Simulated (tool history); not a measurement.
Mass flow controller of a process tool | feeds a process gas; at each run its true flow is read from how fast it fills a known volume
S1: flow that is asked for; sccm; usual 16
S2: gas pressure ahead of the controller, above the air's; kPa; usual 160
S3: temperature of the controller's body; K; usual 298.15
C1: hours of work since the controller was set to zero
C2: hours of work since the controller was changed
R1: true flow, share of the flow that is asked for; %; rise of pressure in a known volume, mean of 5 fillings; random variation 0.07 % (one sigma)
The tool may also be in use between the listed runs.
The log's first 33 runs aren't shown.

Run 34, hour 7908.4: usual settings but S1 5 sccm, S2 168 kPa; C1 1842; C2 1842. Result: R1 98.15 %.
Run 35, hour 8221.8: usual settings but S1 5 sccm, S2 168 kPa; C1 2056; C2 2056. Result: R1 98.06 %.
Run 36, hour 8394.5: usual settings but S1 5 sccm, S2 168 kPa; C1 2174; C2 2174. Result: R1 98.33 %.
Run 37, hour 8581.4: usual settings but S1 20 sccm, S2 151 kPa; C1 2301; C2 2301. Result: R1 100.90 %.
Run 38, hour 8813.4: usual settings but S1 13 sccm, S2 212 kPa, S3 305.15 K; C1 2459; C2 2459. Result: R1 100.21 %.
Run 39, hour 9155.6: usual settings but S1 5 sccm, S2 184 kPa, S3 312.15 K; C1 2692; C2 2692. Result: R1 99.86 %.
Run 40, hour 9430.3: usual settings but S1 3 sccm, S3 300.15 K; C1 2880; C2 2880. Result: R1 98.40 %.
Run 41, hour 9585.7: usual settings but S1 3 sccm, S2 168 kPa; C1 2986; C2 2986. Result: R1 98.31 %.
Run 42, hour 9807.6: usual settings but S1 3 sccm, S2 169 kPa, S3 299.15 K; C1 3137; C2 3137. Result: R1 98.42 %.
Run 43, hour 10033.0: usual settings but S1 3 sccm, S2 169 kPa, S3 310.15 K; C1 3291; C2 3291. Result: R1 99.40 %.
At hour 10213.6: gauge calibrated.
Run 44, hour 10296.9: usual settings but S1 3 sccm, S2 169 kPa, S3 296.15 K; C1 3471; C2 3471. Result: R1 96.94 %.
Run 45, hour 10641.6: usual settings but S1 2 sccm, S2 169 kPa, S3 307.15 K; C1 3706; C2 3706. Result: R1 97.92 %.
Run 46, hour 10803.9: usual settings but S1 2 sccm, S2 169 kPa, S3 307.15 K; C1 3816; C2 3816. Result: R1 97.76 %.
Run 47, hour 10966.6: usual settings but S1 2 sccm, S2 169 kPa, S3 307.15 K; C1 3927; C2 3927. Result: R1 97.99 %.
Run 48, hour 11273.4: usual settings but S1 17 sccm, S3 299.15 K; C1 4137; C2 4137. Result: R1 99.94 %.

3 ways to go on from here, each from the tool as it stands after run 48. What would each give?
Run A, hour 11463.7: usual settings but S1 10 sccm, S2 273 kPa, S3 308.15 K; C1 4266; C2 4266. Result: R1 ?.
Run B, hour 11463.7: usual settings but S3 307.15 K; C1 4266; C2 4266. Result: R1 ?.
Run C, hour 11463.7: usual settings but S1 12 sccm, S2 159 kPa, S3 299.15 K; C1 4266; C2 4266. Result: R1 ?.

run      R1
  A   99.49
  B  100.60
  C   99.15
Without the tool's hidden state the same runs would have given:
run      R1
  A   99.13
  B  100.23
  C   98.79
